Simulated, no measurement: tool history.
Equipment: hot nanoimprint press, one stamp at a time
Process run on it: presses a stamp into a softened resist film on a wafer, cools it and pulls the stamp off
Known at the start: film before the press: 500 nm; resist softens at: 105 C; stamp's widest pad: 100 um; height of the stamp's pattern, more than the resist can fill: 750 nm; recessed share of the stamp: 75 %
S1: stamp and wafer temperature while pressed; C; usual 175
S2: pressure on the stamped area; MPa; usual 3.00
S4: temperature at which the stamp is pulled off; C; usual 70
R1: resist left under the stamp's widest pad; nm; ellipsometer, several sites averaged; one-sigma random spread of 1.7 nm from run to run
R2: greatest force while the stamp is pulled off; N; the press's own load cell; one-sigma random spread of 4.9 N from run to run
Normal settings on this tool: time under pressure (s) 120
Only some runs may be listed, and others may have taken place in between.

Run 1, hour 0.0: usual settings. Result: R1 273.9 nm, R2 277 N.
Run 2, hour 45.7: usual settings. Result: R1 276.3 nm, R2 281 N.
Run 3, hour 85.9: usual settings. Result: R1 274.5 nm, R2 316 N.
Run 4, hour 113.1: usual settings. Result: R1 276.2 nm, R2 307 N.
Run 5, hour 160.9: usual settings. Result: R1 280.3 nm, R2 308 N.
Run 6, hour 185.9: usual settings but S2 4.44 MPa. Result: R1 241.9 nm, R2 326 N.
Run 7, hour 208.1: usual settings but S2 4.44 MPa. Result: R1 244.0 nm, R2 323 N.
Run 8, hour 255.0: usual settings but S2 4.04 MPa. Result: R1 253.7 nm, R2 341 N.
Run 9, hour 295.9: usual settings. Result: R1 284.2 nm, R2 347 N.
Run 10, hour 334.4: usual settings. Result: R1 289.5 nm, R2 364 N.
Run 11, hour 366.5: usual settings. Result: R1 288.5 nm, R2 349 N.
Run 12, hour 406.2: usual settings. Result: R1 292.0 nm, R2 362 N.
Run 13, hour 455.3: usual settings. Result: R1 289.9 nm, R2 382 N.
At hour 471.2: stamp cleaned and given a new release coat.
Run 14, hour 507.6: usual settings. Result: R1 294.6 nm, R2 262 N.
Run 15, hour 531.2: usual settings but time under pressure (s) 180. Result: R1 256.5 nm, R2 259 N.
Run 16, hour 586.4: usual settings but S1 183 C, time under pressure (s) 144. Result: R1 204.6 nm, R2 276 N.
At hour 611.4: plate thermocouple calibrated.
Run 17, hour 636.8: usual settings but time under pressure (s) 191. Result: R1 276.7 nm, R2 300 N.
Run 18, hour 670.9: usual settings but time under pressure (s) 191. Result: R1 273.2 nm, R2 317 N.
Run 19, hour 694.3: usual settings but time under pressure (s) 191. Result: R1 277.2 nm, R2 327 N.
Run 20, hour 724.8: usual settings but time under pressure (s) 97. Result: R1 340.7 nm, R2 322 N.
Run 21, hour 754.2: usual settings but time under pressure (s) 97. Result: R1 340.2 nm, R2 327 N.
Run 22, hour 780.2: usual settings but time under pressure (s) 97. Result: R1 343.0 nm, R2 340 N.
Run 23, hour 808.4: usual settings but time under pressure (s) 97. Result: R1 351.1 nm, R2 347 N.
Run 24, hour 833.9: usual settings but S1 184 C, S2 2.19 MPa, time under pressure (s) 74, S4 60 C. Result: R1 311.4 nm, R2 447 N.
Run 25, hour 862.2: usual settings but S1 187 C, S2 4.51 MPa, time under pressure (s) 114, S4 63 C. Result: R1 180.8 nm, R2 446 N.
Run 26, hour 893.0: usual settings but time under pressure (s) 97. Result: R1 350.6 nm, R2 366 N.
At hour 944.6: plate thermocouple calibrated, once more.
Run 27, hour 945.1: usual settings but S1 165 C, S2 2.26 MPa, time under pressure (s) 77. Result: R1 428.1 nm, R2 323 N.
Run 28, hour 996.5: usual settings but S1 165 C, S2 2.26 MPa, time under pressure (s) 77. Result: R1 432.5 nm, R2 338 N.
Run 29, hour 1049.2: usual settings but S2 2.44 MPa, time under pressure (s) 194. Result: R1 258.3 nm, R2 362 N.
Run 30, hour 1096.9: usual settings but S1 167 C. Result: R1 373.3 nm, R2 369 N.

Forecast each of these 3 alternatives for the next run:
Run A, hour 1123.1: usual settings but S1 171 C, S2 4.27 MPa, S4 64 C. Result: R1 ?, R2 ?.
Run B, hour 1123.1: usual settings but time under pressure (s) 103. Result: R1 ?, R2 ?.
Run C, hour 1123.1: usual settings but S1 167 C, S4 64 C. Result: R1 ?, R2 ?.

run     R1   R2
  A  296.0  431
  B  299.5  368
  C  370.6  432
With no hidden state in the tool, these same runs would have given:
run     R1   R2
  A  274.3  278
  B  282.2  237
  C  354.1  279

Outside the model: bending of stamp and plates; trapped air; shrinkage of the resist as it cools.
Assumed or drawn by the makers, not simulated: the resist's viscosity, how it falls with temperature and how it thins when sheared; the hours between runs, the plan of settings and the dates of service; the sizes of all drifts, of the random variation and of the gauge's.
